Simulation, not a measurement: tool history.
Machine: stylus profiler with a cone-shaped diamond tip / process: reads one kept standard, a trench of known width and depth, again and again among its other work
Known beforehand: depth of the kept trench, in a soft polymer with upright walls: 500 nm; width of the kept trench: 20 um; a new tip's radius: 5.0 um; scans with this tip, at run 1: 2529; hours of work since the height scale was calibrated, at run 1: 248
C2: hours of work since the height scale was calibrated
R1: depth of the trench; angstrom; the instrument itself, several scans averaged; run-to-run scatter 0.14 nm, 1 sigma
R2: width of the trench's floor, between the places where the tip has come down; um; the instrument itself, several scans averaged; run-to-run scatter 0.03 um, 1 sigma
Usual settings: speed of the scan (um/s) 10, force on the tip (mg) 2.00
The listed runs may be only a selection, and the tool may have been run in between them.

Run 1, hour 0.0: usual settings; scans with this tip 2529; C2 248. Result: R1 5038.4 angstrom, R2 15.36 um.
Run 2, hour 24.4: usual settings; scans with this tip 2661; C2 261. Result: R1 5037.2 angstrom, R2 15.33 um.
Run 3, hour 41.1: usual settings; scans with this tip 2752; C2 270. Result: R1 5041.1 angstrom, R2 15.31 um.
Run 4, hour 69.3: usual settings; scans with this tip 2905; C2 285. Result: R1 5035.8 angstrom, R2 15.29 um.
Run 5, hour 91.7: usual settings; scans with this tip 3026; C2 297. Result: R1 5038.6 angstrom, R2 15.30 um.
Run 6, hour 117.5: usual settings; scans with this tip 3166; C2 310. Result: R1 5036.4 angstrom, R2 15.29 um.
Run 7, hour 149.4: usual settings; scans with this tip 3339; C2 327. Result: R1 5037.6 angstrom, R2 15.28 um.
Run 8, hour 174.7: usual settings but force on the tip (mg) 1.44; scans with this tip 3476; C2 341. Result: R1 5024.1 angstrom, R2 15.23 um.
Run 9, hour 196.0: usual settings but speed of the scan (um/s) 9; scans with this tip 3591; C2 352. Result: R1 5034.5 angstrom, R2 15.22 um.
Run 10, hour 216.5: usual settings but speed of the scan (um/s) 9; scans with this tip 3702; C2 363. Result: R1 5035.9 angstrom, R2 15.25 um.
Run 11, hour 237.3: usual settings but speed of the scan (um/s) 9; scans with this tip 3815; C2 374. Result: R1 5035.2 angstrom, R2 15.28 um.
Run 12, hour 264.5: usual settings but speed of the scan (um/s) 3; scans with this tip 3962; C2 388. Result: R1 5034.3 angstrom, R2 15.25 um.
Run 13, hour 285.6: usual settings; scans with this tip 4077; C2 400. Result: R1 5032.8 angstrom, R2 15.19 um.
Run 14, hour 307.5: usual settings but speed of the scan (um/s) 16; scans with this tip 4195; C2 411. Result: R1 5036.8 angstrom, R2 15.17 um.
Run 15, hour 334.0: usual settings but speed of the scan (um/s) 16; scans with this tip 4339; C2 425. Result: R1 5033.7 angstrom, R2 15.16 um.
Run 16, hour 356.5: usual settings but speed of the scan (um/s) 16; scans with this tip 4461; C2 437. Result: R1 5033.4 angstrom, R2 15.19 um.
Run 17, hour 389.8: usual settings; scans with this tip 4641; C2 455. Result: R1 5033.0 angstrom, R2 15.15 um.
Run 18, hour 419.0: usual settings but force on the tip (mg) 1.30; scans with this tip 4800; C2 470. Result: R1 5022.7 angstrom, R2 15.11 um.
Run 19, hour 452.4: usual settings but force on the tip (mg) 1.30; scans with this tip 4980; C2 488. Result: R1 5021.9 angstrom, R2 15.16 um.
Run 20, hour 485.1: usual settings but force on the tip (mg) 1.30; scans with this tip 5158; C2 506. Result: R1 5019.6 angstrom, R2 15.12 um.
Run 21, hour 503.3: usual settings but force on the tip (mg) 1.30; scans with this tip 5256; C2 515. Result: R1 5021.6 angstrom, R2 15.16 um.
Run 22, hour 525.4: usual settings but force on the tip (mg) 1.30; scans with this tip 5376; C2 527. Result: R1 5021.2 angstrom, R2 15.07 um.
Run 23, hour 552.2: usual settings but speed of the scan (um/s) 2, force on the tip (mg) 1.85; scans with this tip 5521; C2 541. Result: R1 5026.9 angstrom, R2 15.10 um.
Run 24, hour 569.0: usual settings but speed of the scan (um/s) 6, force on the tip (mg) 5.41; scans with this tip 5612; C2 550. Result: R1 5071.8 angstrom, R2 15.13 um.
Run 25, hour 592.4: usual settings but speed of the scan (um/s) 8, force on the tip (mg) 2.67; scans with this tip 5739; C2 562. Result: R1 5040.4 angstrom, R2 15.07 um.
Run 26, hour 624.2: usual settings but speed of the scan (um/s) 8, force on the tip (mg) 2.67; scans with this tip 5911; C2 579. Result: R1 5041.3 angstrom, R2 15.06 um.
Run 27, hour 639.1: usual settings but force on the tip (mg) 1.96; scans with this tip 5992; C2 587. Result: R1 5028.4 angstrom, R2 15.01 um.
Run 28, hour 669.4: usual settings but force on the tip (mg) 0.99; scans with this tip 6156; C2 603. Result: R1 5010.8 angstrom, R2 15.06 um.
Run 29, hour 686.9: usual settings but speed of the scan (um/s) 9, force on the tip (mg) 0.71; scans with this tip 6251; C2 613. Result: R1 5007.9 angstrom, R2 15.06 um.
Run 30, hour 719.1: usual settings but speed of the scan (um/s) 9, force on the tip (mg) 1.90; scans with this tip 6425; C2 630. Result: R1 5028.0 angstrom, R2 15.05 um.
Run 31, hour 735.3: usual settings but speed of the scan (um/s) 8, force on the tip (mg) 1.22; scans with this tip 6513; C2 638. Result: R1 5018.6 angstrom, R2 14.99 um.
Run 32, hour 750.1: usual settings but speed of the scan (um/s) 4, force on the tip (mg) 1.50; scans with this tip 6593; C2 646. Result: R1 5020.9 angstrom, R2 15.07 um.
Run 33, hour 775.0: usual settings but speed of the scan (um/s) 4, force on the tip (mg) 1.50; scans with this tip 6728; C2 659. Result: R1 5022.5 angstrom, R2 15.02 um.
Run 34, hour 801.3: usual settings but speed of the scan (um/s) 3; scans with this tip 6871; C2 673. Result: R1 5031.1 angstrom, R2 15.01 um.
Run 35, hour 830.2: usual settings but speed of the scan (um/s) 18, force on the tip (mg) 1.02; scans with this tip 7027; C2 689. Result: R1 5012.5 angstrom, R2 14.97 um.
Run 36, hour 844.5: usual settings but speed of the scan (um/s) 3, force on the tip (mg) 0.74; scans with this tip 7104; C2 696. Result: R1 5007.9 angstrom, R2 14.97 um.
Run 37, hour 870.9: usual settings but speed of the scan (um/s) 3, force on the tip (mg) 0.74; scans with this tip 7248; C2 710. Result: R1 5006.9 angstrom, R2 15.02 um.
Run 38, hour 900.8: usual settings but speed of the scan (um/s) 3, force on the tip (mg) 0.74; scans with this tip 7410; C2 726. Result: R1 5006.7 angstrom, R2 14.95 um.
Run 39, hour 918.4: usual settings but speed of the scan (um/s) 12, force on the tip (mg) 2.04; scans with this tip 7505; C2 736. Result: R1 5029.6 angstrom, R2 14.95 um.
Run 40, hour 942.7: usual settings but speed of the scan (um/s) 38, force on the tip (mg) 5.72; scans with this tip 7636; C2 748. Result: R1 5074.0 angstrom, R2 14.94 um.

4 ways to go on from here, each from the tool as it stands after run 40. What would each give?
Run A, hour 974.8: usual settings but speed of the scan (um/s) 6; scans with this tip 7810; C2 766. Result: R1 ?, R2 ?.
Run B, hour 974.8: usual settings but speed of the scan (um/s) 8; scans with this tip 7810; C2 766. Result: R1 ?, R2 ?.
Run C, hour 974.8: usual settings but speed of the scan (um/s) 25, force on the tip (mg) 3.32; scans with this tip 7810; C2 766. Result: R1 ?, R2 ?.
Run D, hour 974.8: usual settings but speed of the scan (um/s) 3, force on the tip (mg) 4.96; scans with this tip 7810; C2 766. Result: R1 ?, R2 ?.

run      R1     R2
  A  5026.4  14.97
  B  5026.7  14.94
  C  5045.2  14.92
  D  5064.2  14.92
With the hidden condition removed and each run's random variation left untouched, the same runs would have given:
run      R1     R2
  A  5043.5  15.65
  B  5043.8  15.62
  C  5062.4  15.60
  D  5081.4  15.60
